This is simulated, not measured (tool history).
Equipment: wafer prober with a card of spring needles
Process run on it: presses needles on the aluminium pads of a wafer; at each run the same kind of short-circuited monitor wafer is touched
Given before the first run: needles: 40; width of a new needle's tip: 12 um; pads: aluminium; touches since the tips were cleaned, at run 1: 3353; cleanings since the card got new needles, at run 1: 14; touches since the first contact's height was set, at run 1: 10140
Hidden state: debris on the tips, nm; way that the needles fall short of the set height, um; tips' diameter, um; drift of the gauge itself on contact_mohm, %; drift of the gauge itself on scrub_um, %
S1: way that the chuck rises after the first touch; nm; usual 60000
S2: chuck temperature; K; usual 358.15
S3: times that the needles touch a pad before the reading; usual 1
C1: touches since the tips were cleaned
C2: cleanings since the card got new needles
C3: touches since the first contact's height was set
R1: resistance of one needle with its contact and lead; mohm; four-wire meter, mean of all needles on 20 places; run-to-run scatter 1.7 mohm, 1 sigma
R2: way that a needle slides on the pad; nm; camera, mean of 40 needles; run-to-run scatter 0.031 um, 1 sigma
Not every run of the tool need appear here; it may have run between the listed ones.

{"run": 1, "hour": 0.0, "S1": 60000, "S2": 358.15, "S3": 1, "C1": 3353, "C2": 14, "C3": 10140, "R1": 165, "R2": 14690}
{"hour": 10.2, "done": "tips cleaned on abrasive film"}
{"run": 2, "hour": 14.0, "S1": 60000, "S2": 358.15, "S3": 1, "C1": 1337, "C2": 15, "C3": 15089, "R1": 165, "R2": 14710}
{"run": 3, "hour": 20.5, "S1": 60000, "S2": 358.15, "S3": 1, "C1": 3646, "C2": 15, "C3": 17398, "R1": 168, "R2": 14670}
{"hour": 29.8, "done": "tips cleaned on abrasive film"}
{"run": 4, "hour": 31.4, "S1": 60000, "S2": 358.15, "S3": 1, "C1": 570, "C2": 16, "C3": 21256, "R1": 166, "R2": 14580}
{"run": 5, "hour": 39.4, "S1": 60000, "S2": 358.15, "S3": 1, "C1": 3423, "C2": 16, "C3": 24109, "R1": 167, "R2": 14660}
{"run": 6, "hour": 46.1, "S1": 60000, "S2": 301.15, "S3": 1, "C1": 5819, "C2": 16, "C3": 26505, "R1": 157, "R2": 14680}
{"hour": 49.1, "done": "tips cleaned on abrasive film"}
{"run": 7, "hour": 55.4, "S1": 60000, "S2": 301.15, "S3": 1, "C1": 2238, "C2": 17, "C3": 29786, "R1": 157, "R2": 14700}
{"run": 8, "hour": 65.6, "S1": 60000, "S2": 358.15, "S3": 1, "C1": 5854, "C2": 17, "C3": 33402, "R1": 167, "R2": 14660}
{"hour": 68.6, "done": "tips cleaned on abrasive film"}
{"run": 9, "hour": 77.5, "S1": 79000, "S2": 358.15, "S3": 1, "C1": 3167, "C2": 18, "C3": 37611, "R1": 164, "R2": 19320}
{"run": 10, "hour": 85.9, "S1": 79000, "S2": 358.15, "S3": 1, "C1": 6187, "C2": 18, "C3": 40631, "R1": 164, "R2": 19320}
{"hour": 87.8, "done": "tips cleaned on abrasive film"}
{"run": 11, "hour": 100.7, "S1": 79000, "S2": 358.15, "S3": 1, "C1": 4607, "C2": 19, "C3": 45870, "R1": 165, "R2": 19320}
{"hour": 107.3, "done": "tips cleaned on abrasive film"}
{"run": 12, "hour": 114.6, "S1": 79000, "S2": 373.15, "S3": 1, "C1": 2589, "C2": 20, "C3": 50780, "R1": 169, "R2": 19310}
{"hour": 127.2, "done": "tips cleaned on abrasive film"}
{"run": 13, "hour": 127.3, "S1": 79000, "S2": 373.15, "S3": 1, "C1": 57, "C2": 21, "C3": 55283, "R1": 165, "R2": 19370}
{"run": 14, "hour": 139.0, "S1": 79000, "S2": 306.15, "S3": 1, "C1": 4205, "C2": 21, "C3": 59431, "R1": 154, "R2": 19310}

Below are 3 alternative next runs, each starting from the tool's condition after run 14. Predict each:
{"hour": 146.9, "done": "tips cleaned on abrasive film"}
{"run": "A", "hour": 146.9, "S1": 71000, "S2": 324.15, "S3": 2, "C1": 0, "C2": 22, "C3": 62210, "R1": "?", "R2": "?"}
{"hour": 146.9, "done": "tips cleaned on abrasive film"}
{"run": "B", "hour": 146.9, "S1": 73000, "S2": 306.15, "S3": 2, "C1": 0, "C2": 22, "C3": 62210, "R1": "?", "R2": "?"}
{"hour": 146.9, "done": "tips cleaned on abrasive film"}
{"run": "C", "hour": 146.9, "S1": 79000, "S2": 302.15, "S3": 1, "C1": 0, "C2": 22, "C3": 62210, "R1": "?", "R2": "?"}

run=A R1=158 R2=17380
run=B R1=153 R2=17800
run=C R1=153 R2=19360
With the hidden condition removed and each run's random variation left untouched, the same runs would have given:
run=A R1=158 R2=17380
run=B R1=153 R2=17810
run=C R1=153 R2=19360
